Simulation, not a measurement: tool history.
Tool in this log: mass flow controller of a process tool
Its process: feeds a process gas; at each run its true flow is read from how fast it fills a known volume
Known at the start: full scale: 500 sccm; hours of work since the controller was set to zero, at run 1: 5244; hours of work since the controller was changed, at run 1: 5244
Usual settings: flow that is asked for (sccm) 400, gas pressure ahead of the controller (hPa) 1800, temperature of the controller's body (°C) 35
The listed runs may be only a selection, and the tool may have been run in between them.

run,day,flow that is asked for (sccm),gas pressure ahead of the controller (hPa),temperature of the controller's body (°C),hours of work since the controller was set to zero,hours of work since the controller was changed,true flow (%)
1,0,400,1800,35,5244,5244,99.06
2,10.042,400,1800,35,5401,5401,98.94
# day 17.079: controller exchanged for a calibrated one
3,19.388,400,1800,35,36,36,100.76
4,39.004,400,1800,30,343,343,100.16
5,56.321,400,1800,30,615,615,100.09
6,73.379,400,1800,30,882,882,100.02
7,86.058,175,1650,30,1081,1081,99.21
# day 87.612: controller's zero set anew
8,101.925,175,1650,30,224,1329,99.02
9,110.667,303,2450,30,361,1466,99.19
10,128.025,303,2450,30,633,1738,99.06
11,140.054,400,1910,35,822,1926,100.01
12,150.892,400,1910,35,991,2096,99.92

Hidden state or all else? Some run-to-run changes of true flow (%), split into what the settings, what came in and random variation would give without the hidden state, and what is left for the hidden state (with any gauge scatter that isn't in both results):
What the log doesn't record here: flow at rest that the sensor doesn't see, % of full scale; true flow over the shown one, %; drift of the gauge itself on true_pct, %.
Run 2 -> 3: controller exchanged for a calibrated one. true flow (%) +1.82: hidden state +1.71, all else +0.11.
